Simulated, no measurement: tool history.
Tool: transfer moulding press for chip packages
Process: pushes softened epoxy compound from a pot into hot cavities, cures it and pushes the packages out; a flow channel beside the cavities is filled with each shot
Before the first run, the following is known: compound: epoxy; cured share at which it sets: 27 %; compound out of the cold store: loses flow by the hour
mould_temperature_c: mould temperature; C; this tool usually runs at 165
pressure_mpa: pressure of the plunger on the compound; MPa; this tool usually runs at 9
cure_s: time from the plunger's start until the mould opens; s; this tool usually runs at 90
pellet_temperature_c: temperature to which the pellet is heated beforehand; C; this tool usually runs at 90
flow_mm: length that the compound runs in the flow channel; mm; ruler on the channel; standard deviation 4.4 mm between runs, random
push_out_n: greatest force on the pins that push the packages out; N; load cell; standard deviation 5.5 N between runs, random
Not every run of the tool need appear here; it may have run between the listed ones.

run,day,mould_temperature_c,pressure_mpa,cure_s,pellet_temperature_c,incoming compound's hours out of the cold store,flow_mm,push_out_n
1,0,165,9,90,90,22.1,750,219
# day 1.071: cavities cleaned with cleaning compound and waxed
# day 2.971: cavities cleaned with cleaning compound and waxed
2,3.183,165,9,90,90,36.5,694,210
# day 4.646: cavities cleaned with cleaning compound and waxed
3,4.95,165,9,90,90,38.7,685,196
# day 5.438: mould's thermocouples calibrated
# day 6.475: cavities cleaned with cleaning compound and waxed
# day 8.292: cavities cleaned with cleaning compound and waxed
4,8.542,165,9,90,90,44.8,658,192
# day 9.996: cavities cleaned with cleaning compound and waxed
# day 10.283: plunger's sealing rings changed
5,11.438,165,9,90,90,36.4,731,238
# day 11.854: cavities cleaned with cleaning compound and waxed
# day 13.596: cavities cleaned with cleaning compound and waxed
6,14.138,165,9,90,90,29.4,745,196
# day 15.333: cavities cleaned with cleaning compound and waxed
7,16.262,160,8.42,86,85,17.5,771,291
# day 17.158: cavities cleaned with cleaning compound and waxed
# day 18.862: cavities cleaned with cleaning compound and waxed
8,19.317,160,8.42,108,99,38.2,689,201
# day 20.65: cavities cleaned with cleaning compound and waxed
9,22.042,160,8.42,108,99,11.5,770,233
# day 22.358: cavities cleaned with cleaning compound and waxed
# day 24.158: cavities cleaned with cleaning compound and waxed
10,25.675,160,8.42,108,99,26.7,701,257

What will run 11 give?
# day 26.075: mould's thermocouples calibrated, once more
# day 26.138: cavities cleaned with cleaning compound and waxed
# day 27.879: cavities cleaned with cleaning compound and waxed
# day 29.288: plunger's sealing rings changed
11,29.288,165,9,76,90,13.5,?,?

flow_mm: 810 mm
push_out_n: 294 N
With no hidden state in the tool, this same run would have given flow_mm 811 mm, push_out_n 229 N.

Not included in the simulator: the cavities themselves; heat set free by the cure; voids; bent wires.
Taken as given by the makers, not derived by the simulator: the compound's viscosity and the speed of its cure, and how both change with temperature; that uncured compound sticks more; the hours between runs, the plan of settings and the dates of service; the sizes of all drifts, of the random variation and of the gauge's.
